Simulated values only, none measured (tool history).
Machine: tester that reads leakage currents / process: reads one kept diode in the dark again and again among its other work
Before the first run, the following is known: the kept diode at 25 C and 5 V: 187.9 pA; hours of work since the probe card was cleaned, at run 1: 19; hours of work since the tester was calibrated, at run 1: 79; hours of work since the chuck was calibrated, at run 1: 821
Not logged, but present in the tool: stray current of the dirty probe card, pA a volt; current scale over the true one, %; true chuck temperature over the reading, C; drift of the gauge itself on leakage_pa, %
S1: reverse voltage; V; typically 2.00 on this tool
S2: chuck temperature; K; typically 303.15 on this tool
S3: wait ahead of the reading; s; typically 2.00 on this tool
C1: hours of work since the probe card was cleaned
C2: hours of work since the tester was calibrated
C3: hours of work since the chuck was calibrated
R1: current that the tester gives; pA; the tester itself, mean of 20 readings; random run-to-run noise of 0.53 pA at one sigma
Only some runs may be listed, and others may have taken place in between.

run 1 hour=0.0 | S1=2.00 S2=303.15 S3=2.00 | C1=19 C2=79 C3=821 | R1=165.32
run 2 hour=74.4 | S1=2.00 S2=303.15 S3=2.00 | C1=67 C2=126 C3=869 | R1=164.91
run 3 hour=122.4 | S1=2.00 S2=303.15 S3=0.81 | C1=98 C2=157 C3=899 | R1=165.22
run 4 hour=166.1 | S1=2.00 S2=303.15 S3=2.00 | C1=126 C2=185 C3=927 | R1=164.56
run 5 hour=225.0 | S1=2.00 S2=303.15 S3=2.00 | C1=163 C2=223 C3=965 | R1=164.12
run 6 hour=272.7 | S1=2.00 S2=303.15 S3=2.00 | C1=194 C2=254 C3=996 | R1=163.49
-- hour=317.7 chuck's temperature calibrated
run 7 hour=337.1 | S1=2.00 S2=320.15 S3=2.00 | C1=234 C2=294 C3=12 | R1=562.95
run 8 hour=382.3 | S1=2.00 S2=303.15 S3=2.00 | C1=263 C2=323 C3=41 | R1=175.96
run 9 hour=441.9 | S1=2.00 S2=303.15 S3=2.00 | C1=301 C2=361 C3=80 | R1=175.20
run 10 hour=507.9 | S1=2.00 S2=303.15 S3=2.00 | C1=343 C2=403 C3=122 | R1=175.51
run 11 hour=545.6 | S1=2.00 S2=303.15 S3=2.00 | C1=368 C2=427 C3=146 | R1=174.13
run 12 hour=597.9 | S1=2.00 S2=303.15 S3=2.00 | C1=401 C2=461 C3=180 | R1=174.54
run 13 hour=648.6 | S1=2.00 S2=303.15 S3=2.00 | C1=434 C2=493 C3=212 | R1=173.76
run 14 hour=707.3 | S1=2.00 S2=303.15 S3=2.00 | C1=471 C2=531 C3=250 | R1=173.46
run 15 hour=742.1 | S1=2.00 S2=310.15 S3=2.00 | C1=494 C2=553 C3=272 | R1=283.02
run 16 hour=810.8 | S1=2.00 S2=310.15 S3=2.00 | C1=538 C2=597 C3=316 | R1=282.30
run 17 hour=852.3 | S1=2.00 S2=310.15 S3=2.00 | C1=564 C2=624 C3=343 | R1=284.10
run 18 hour=919.0 | S1=2.00 S2=307.15 S3=2.00 | C1=607 C2=667 C3=386 | R1=227.60
run 19 hour=961.5 | S1=2.00 S2=307.15 S3=2.00 | C1=634 C2=694 C3=413 | R1=227.14
run 20 hour=1025.9 | S1=2.00 S2=307.15 S3=2.00 | C1=676 C2=736 C3=454 | R1=227.38
run 21 hour=1084.1 | S1=2.00 S2=293.15 S3=2.00 | C1=713 C2=773 C3=492 | R1=80.46
run 22 hour=1154.5 | S1=8.89 S2=331.15 S3=6.86 | C1=758 C2=818 C3=537 | R1=2196.43
run 23 hour=1220.4 | S1=9.61 S2=303.15 S3=0.98 | C1=801 C2=860 C3=579 | R1=353.57
run 24 hour=1280.6 | S1=9.61 S2=303.15 S3=0.98 | C1=839 C2=899 C3=618 | R1=353.27
run 25 hour=1349.7 | S1=4.48 S2=298.15 S3=1.57 | C1=883 C2=943 C3=662 | R1=170.46
run 26 hour=1415.5 | S1=4.48 S2=298.15 S3=1.57 | C1=926 C2=985 C3=704 | R1=170.16
run 27 hour=1467.5 | S1=4.48 S2=298.15 S3=1.57 | C1=959 C2=1019 C3=738 | R1=168.79
run 28 hour=1512.8 | S1=2.00 S2=327.15 S3=3.72 | C1=988 C2=1048 C3=767 | R1=830.86
run 29 hour=1579.1 | S1=2.00 S2=297.15 S3=0.33 | C1=1031 C2=1090 C3=809 | R1=106.46
run 30 hour=1644.5 | S1=2.00 S2=297.15 S3=0.33 | C1=1073 C2=1132 C3=851 | R1=106.26
run 31 hour=1706.0 | S1=2.00 S2=297.15 S3=0.33 | C1=1112 C2=1172 C3=891 | R1=105.89
run 32 hour=1751.4 | S1=17.03 S2=297.15 S3=0.32 | C1=1141 C2=1201 C3=920 | R1=302.03
run 33 hour=1819.3 | S1=5.89 S2=307.15 S3=1.32 | C1=1185 C2=1244 C3=963 | R1=362.16
run 34 hour=1867.8 | S1=2.00 S2=312.15 S3=2.00 | C1=1216 C2=1276 C3=994 | R1=307.56
-- hour=1915.2 chuck's temperature calibrated
run 35 hour=1936.8 | S1=3.11 S2=312.15 S3=2.82 | C1=1259 C2=1319 C3=14 | R1=414.20
run 36 hour=2004.1 | S1=10.98 S2=302.15 S3=5.63 | C1=1302 C2=1362 C3=57 | R1=377.10
run 37 hour=2069.4 | S1=4.98 S2=302.15 S3=5.63 | C1=1344 C2=1404 C3=99 | R1=255.80
run 38 hour=2110.3 | S1=4.98 S2=302.15 S3=5.63 | C1=1370 C2=1430 C3=125 | R1=256.87
run 39 hour=2188.6 | S1=4.98 S2=302.15 S3=5.63 | C1=1420 C2=1480 C3=175 | R1=256.97
run 40 hour=2263.8 | S1=4.98 S2=302.15 S3=5.63 | C1=1469 C2=1528 C3=224 | R1=254.93

Each row is a separate what-if for the run after 40, all from the same tool condition, not one after another. Results?
run A hour=2327.7 | S1=2.00 S2=303.15 S3=4.31 | C1=1510 C2=1569 C3=265 | R1=?
run B hour=2327.7 | S1=10.91 S2=299.15 S3=2.00 | C1=1510 C2=1569 C3=265 | R1=?
run C hour=2327.7 | S1=11.76 S2=303.15 S3=1.24 | C1=1510 C2=1569 C3=265 | R1=?

run=A R1=176.99
run=B R1=300.24
run=C R1=414.12
Take away the tool's hidden state, keep each run's random variation, and the runs would have read:
run=A R1=177.53
run=B R1=291.89
run=C R1=406.45
